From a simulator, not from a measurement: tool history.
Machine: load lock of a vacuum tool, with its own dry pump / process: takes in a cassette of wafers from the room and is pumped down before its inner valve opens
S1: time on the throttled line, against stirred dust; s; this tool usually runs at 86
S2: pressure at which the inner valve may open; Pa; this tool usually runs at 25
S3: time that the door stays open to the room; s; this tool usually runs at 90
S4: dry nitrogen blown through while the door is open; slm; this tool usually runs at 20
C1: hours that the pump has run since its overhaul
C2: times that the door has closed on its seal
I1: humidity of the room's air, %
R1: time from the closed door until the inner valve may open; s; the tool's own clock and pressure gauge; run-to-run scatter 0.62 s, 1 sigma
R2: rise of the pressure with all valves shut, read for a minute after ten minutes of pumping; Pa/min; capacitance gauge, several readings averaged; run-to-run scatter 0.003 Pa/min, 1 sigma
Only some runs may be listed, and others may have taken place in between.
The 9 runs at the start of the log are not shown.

run 10 day=150.667 | S1=86 S2=25 S3=90 S4=20 | C1=10288 C2=42074 | I1=45.6 | R1=140.4 R2=0.052
run 11 day=164.021 | S1=86 S2=25 S3=90 S4=20 | C1=10609 C2=43219 | I1=44.1 | R1=141 R2=0.056
run 12 day=174.921 | S1=86 S2=25 S3=90 S4=20 | C1=10870 C2=44154 | I1=42.3 | R1=139.8 R2=0.049
run 13 day=197.533 | S1=86 S2=25 S3=90 S4=20 | C1=11413 C2=46094 | I1=43.2 | R1=140.6 R2=0.052
run 14 day=216.667 | S1=86 S2=25 S3=90 S4=20 | C1=11872 C2=47735 | I1=44.4 | R1=139.8 R2=0.057
run 15 day=239.517 | S1=78 S2=25 S3=90 S4=20 | C1=12421 C2=49695 | I1=46.5 | R1=134.7 R2=0.062
run 16 day=253.117 | S1=86 S2=25 S3=90 S4=20 | C1=12747 C2=50862 | I1=46.2 | R1=139.6 R2=0.058
run 17 day=272.05 | S1=86 S2=25 S3=90 S4=20 | C1=13202 C2=52486 | I1=49.9 | R1=140.5 R2=0.058
-- day=290.333 door's seal changed, seat wiped
run 18 day=290.333 | S1=86 S2=25 S3=90 S4=20 | C1=13639 C2=0 | I1=46.9 | R1=140.1 R2=0.057
run 19 day=307.671 | S1=86 S2=25 S3=90 S4=20 | C1=14055 C2=1487 | I1=45.9 | R1=140.5 R2=0.053
run 20 day=329.171 | S1=86 S2=42 S3=90 S4=28 | C1=14571 C2=3331 | I1=46.2 | R1=136.2 R2=0.046

Run 21, settings as shown, results not yet in. Your forecast:
run 21 day=346.1 | S1=61 S2=38 S3=92 S4=6 | C1=14977 C2=4783 | I1=45.8 | R1=? R2=?

Run 21 produced R1 118.7 s, R2 0.08 Pa/min.
Minus the tool's unlogged condition, the same run would have read R1 118.7 s, R2 0.08 Pa/min.
